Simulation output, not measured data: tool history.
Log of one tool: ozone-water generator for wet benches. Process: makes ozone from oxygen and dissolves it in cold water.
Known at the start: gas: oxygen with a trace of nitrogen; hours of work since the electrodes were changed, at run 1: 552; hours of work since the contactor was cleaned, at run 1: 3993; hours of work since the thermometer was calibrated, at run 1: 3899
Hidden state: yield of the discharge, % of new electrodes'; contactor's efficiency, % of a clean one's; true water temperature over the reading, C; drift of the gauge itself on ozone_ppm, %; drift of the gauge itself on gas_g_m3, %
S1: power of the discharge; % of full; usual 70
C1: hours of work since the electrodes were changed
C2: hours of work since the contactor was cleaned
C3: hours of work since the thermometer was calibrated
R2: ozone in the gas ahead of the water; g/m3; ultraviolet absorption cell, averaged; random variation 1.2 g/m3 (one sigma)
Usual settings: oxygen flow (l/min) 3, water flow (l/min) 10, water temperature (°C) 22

Run 1, hour 0: usual settings; C1 552; C2 3993; C3 3899. Result: dissolved ozone (ppm) 26.6, R2 223.3 g/m3.
Run 2, hour 90.6: usual settings; C1 642; C2 4084; C3 3990. Result: dissolved ozone (ppm) 26.3, R2 223.7 g/m3.
Run 3, hour 156.1: usual settings; C1 707; C2 4149; C3 4055. Result: dissolved ozone (ppm) 26.5, R2 223.8 g/m3.
Run 4, hour 194.9: usual settings but S1 71 % of full; C1 746; C2 4188; C3 4094. Result: dissolved ozone (ppm) 26.6, R2 226.3 g/m3.
Run 5, hour 275.9: usual settings but S1 71 % of full; C1 827; C2 4268; C3 4175. Result: dissolved ozone (ppm) 26.3, R2 224.1 g/m3.
Run 6, hour 361.8: usual settings but S1 71 % of full; C1 913; C2 4354; C3 4260. Result: dissolved ozone (ppm) 26.8, R2 227.1 g/m3.
Run 7, hour 434.6: usual settings but water temperature (°C) 20; C1 985; C2 4427; C3 4333. Result: dissolved ozone (ppm) 27, R2 222.8 g/m3.
At hour 440.7: water thermometer calibrated.
Run 8, hour 526.3: usual settings but oxygen flow (l/min) 4.41, water temperature (°C) 20; C1 1076; C2 4518; C3 85. Result: dissolved ozone (ppm) 25.4, R2 176.5 g/m3.
Run 9, hour 568.8: usual settings but S1 64 % of full, oxygen flow (l/min) 3.34, water flow (l/min) 14, water temperature (°C) 27; C1 1119; C2 4560; C3 128. Result: dissolved ozone (ppm) 17.8, R2 192.6 g/m3.

Forecast run 10:
Run 10, hour 642.9: usual settings but oxygen flow (l/min) 1.64, water flow (l/min) 13, water temperature (°C) 24; C1 1193; C2 4634; C3 202. Result: dissolved ozone (ppm) ?, R2 ?.

dissolved ozone (ppm): 21.6
R2: 322.4 g/m3
Without the tool's hidden state the same run would have given dissolved ozone (ppm) 22.7, R2 329.4 g/m3.
